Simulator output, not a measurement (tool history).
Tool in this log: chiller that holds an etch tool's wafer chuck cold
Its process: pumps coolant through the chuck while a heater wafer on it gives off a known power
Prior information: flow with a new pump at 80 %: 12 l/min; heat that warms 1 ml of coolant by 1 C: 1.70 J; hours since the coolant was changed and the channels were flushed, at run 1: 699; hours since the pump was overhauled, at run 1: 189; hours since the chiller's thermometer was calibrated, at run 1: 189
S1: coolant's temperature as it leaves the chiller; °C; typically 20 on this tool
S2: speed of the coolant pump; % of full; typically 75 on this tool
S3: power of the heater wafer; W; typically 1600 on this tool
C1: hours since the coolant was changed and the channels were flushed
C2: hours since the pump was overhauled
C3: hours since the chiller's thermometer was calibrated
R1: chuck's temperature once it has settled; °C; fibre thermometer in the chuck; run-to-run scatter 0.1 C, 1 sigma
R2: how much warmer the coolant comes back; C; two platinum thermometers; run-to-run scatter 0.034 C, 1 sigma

run,day,S1,S2,S3,C1,C2,C3,R1,R2
1,0.000,20,75,1600,699,189,189,39.2,5.01
2,1.042,19,75,1600,724,214,214,38.3,5.05
3,1.683,20,75,1600,740,229,229,39.1,4.98
4,2.279,20,75,1600,754,243,243,39.3,5.02
5,3.600,20,75,1636,786,275,275,39.5,5.11
6,4.383,20,75,1636,805,294,294,39.4,5.09
7,5.229,20,75,1636,825,314,314,39.7,5.05
8,6.062,20,75,1636,845,334,334,39.7,5.03
9,7.154,20,75,1636,871,360,360,39.7,5.04
10,7.875,20,75,1636,888,378,378,39.7,5.01
11,8.671,20,75,1636,908,397,397,39.5,5.03
12,9.404,20,75,1650,925,414,414,39.8,5.05
13,10.746,20,75,1650,957,446,446,39.9,5.04
14,11.533,20,75,1650,976,465,465,39.9,5.02
15,12.329,20,75,1600,995,484,484,39.1,4.89
16,13.212,23,80,1442,1016,506,506,39.5,4.04
17,13.925,23,80,1442,1034,523,523,39.6,4.00
18,15.054,20,81,1482,1061,550,550,36.9,4.12
19,16.500,20,81,1482,1095,585,585,36.7,4.12
20,17.192,20,96,844,1112,601,601,28.4,1.83
21,17.958,20,96,844,1130,620,620,28.4,1.84
22,19.300,20,96,844,1163,652,652,28.6,1.82
23,20.254,20,96,844,1185,675,675,28.3,1.73
24,21.600,20,96,1676,1218,707,707,36.8,3.84
25,22.938,14,87,1572,1250,739,739,30.9,3.91
26,24.229,11,96,1600,1281,770,770,26.9,3.55
27,25.567,20,75,1451,1313,802,802,37.5,4.17
28,26.996,14,75,1600,1347,836,836,33.2,4.66
29,27.592,11,95,1694,1362,851,851,28.0,3.87

Difference, measured minus no-hidden-state, one row per run. Run-to-run variation is common to both terms; the gauge's own scatter need not be:
Hidden state present: heat passed by the chuck's channels, % of clean ones'; flow at a given pump speed, % of a new pump's; coolant's true temperature over the reading, C; drift of the gauge itself on chuck_c, C; drift of the gauge itself on warmer_back_c, C.
run,R2
1,+0.00
2,-0.01
3,-0.02
4,-0.03
5,-0.05
6,-0.06
7,-0.07
8,-0.08
9,-0.09
10,-0.11
11,-0.12
12,-0.12
13,-0.14
14,-0.15
15,-0.16
16,-0.17
17,-0.19
18,-0.20
19,-0.22
20,-0.23
21,-0.24
22,-0.25
23,-0.26
24,-0.28
25,-0.31
26,-0.32
27,-0.34
28,-0.35
29,-0.37
R1: within 0.1 °C of the measured result in every run.

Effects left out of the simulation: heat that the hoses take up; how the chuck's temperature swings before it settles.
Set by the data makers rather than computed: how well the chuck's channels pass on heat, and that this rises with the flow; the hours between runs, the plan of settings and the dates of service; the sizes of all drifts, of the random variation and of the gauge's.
